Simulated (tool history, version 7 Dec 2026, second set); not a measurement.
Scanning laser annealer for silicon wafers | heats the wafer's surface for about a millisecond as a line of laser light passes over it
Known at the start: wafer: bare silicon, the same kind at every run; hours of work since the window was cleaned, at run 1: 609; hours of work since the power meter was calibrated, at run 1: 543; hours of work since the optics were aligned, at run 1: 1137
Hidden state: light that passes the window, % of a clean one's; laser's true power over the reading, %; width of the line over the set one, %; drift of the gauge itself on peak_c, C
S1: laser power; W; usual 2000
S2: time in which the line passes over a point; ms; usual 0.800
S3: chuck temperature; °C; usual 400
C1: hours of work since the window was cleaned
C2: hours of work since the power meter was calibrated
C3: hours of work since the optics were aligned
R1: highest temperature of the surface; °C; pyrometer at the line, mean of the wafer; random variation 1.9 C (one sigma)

| run | hour | S1 | S2 | S3 | C1 | C2 | C3 | R1 |
|---|---|---|---|---|---|---|---|---|
| 1 | 0.0 | 2000 | 0.800 | 400 | 609 | 543 | 1137 | 1204 |
| 2 | 38.1 | 2000 | 0.728 | 400 | 631 | 565 | 1159 | 1162 |
| 3 | 56.9 | 2000 | 0.763 | 400 | 642 | 576 | 1170 | 1184 |
| 4 | 80.4 | 2000 | 0.763 | 400 | 655 | 589 | 1184 | 1185 |
| 5 | 122.1 | 1810 | 0.763 | 400 | 680 | 613 | 1208 | 1103 |
| 6 | 151.5 | 1810 | 0.763 | 380 | 697 | 630 | 1225 | 1085 |
| 7 | 186.6 | 2000 | 0.800 | 400 | 717 | 651 | 1245 | 1210 |
| 8 | 216.6 | 2000 | 0.800 | 400 | 734 | 668 | 1263 | 1209 |
| 9 | 243.5 | 2000 | 0.800 | 400 | 750 | 684 | 1278 | 1207 |
| 10 | 263.1 | 2000 | 0.918 | 400 | 761 | 695 | 1290 | 1273 |
| 11 | 299.7 | 2000 | 0.800 | 400 | 782 | 716 | 1311 | 1207 |
| 12 | 338.9 | 2000 | 0.800 | 400 | 805 | 739 | 1333 | 1210 |
| 13 | 367.0 | 2057 | 0.912 | 400 | 821 | 755 | 1350 | 1296 |
|  | 391.9 | window over the wafer cleaned |
| 14 | 404.5 | 2064 | 0.800 | 366 | 7 | 776 | 1370 | 1206 |
| 15 | 437.0 | 1713 | 0.851 | 370 | 26 | 794 | 1389 | 1073 |
| 16 | 464.4 | 1713 | 0.851 | 370 | 42 | 810 | 1405 | 1071 |
| 17 | 506.2 | 2079 | 0.720 | 411 | 66 | 834 | 1429 | 1207 |
| 18 | 537.3 | 2072 | 0.979 | 418 | 84 | 852 | 1447 | 1360 |
| 19 | 575.3 | 2000 | 0.800 | 395 | 106 | 874 | 1469 | 1203 |
| 20 | 605.5 | 1817 | 0.800 | 413 | 123 | 892 | 1486 | 1141 |
| 21 | 640.8 | 2009 | 0.835 | 394 | 144 | 912 | 1507 | 1228 |
|  | 654.8 | optics aligned, line set to its width |
| 22 | 664.9 | 2054 | 0.776 | 377 | 155 | 923 | 6 | 1196 |
| 23 | 693.8 | 2054 | 0.776 | 377 | 172 | 940 | 23 | 1196 |

Forecast each of these 4 alternatives for the next run:
| A | 718.5 | 2021 | 0.776 | 377 | 186 | 954 | 37 | ? |
| B | 718.5 | 1810 | 0.762 | 399 | 186 | 954 | 37 | ? |
| C | 718.5 | 1985 | 0.776 | 377 | 186 | 954 | 37 | ? |
| D | 718.5 | 2130 | 0.785 | 418 | 186 | 954 | 37 | ? |

| run | R1 |
|---|---|
| A | 1182 |
| B | 1103 |
| C | 1164 |
| D | 1272 |
Without the tool's hidden state the same runs would have given:
| run | R1 |
|---|---|
| A | 1182 |
| B | 1103 |
| C | 1164 |
| D | 1272 |
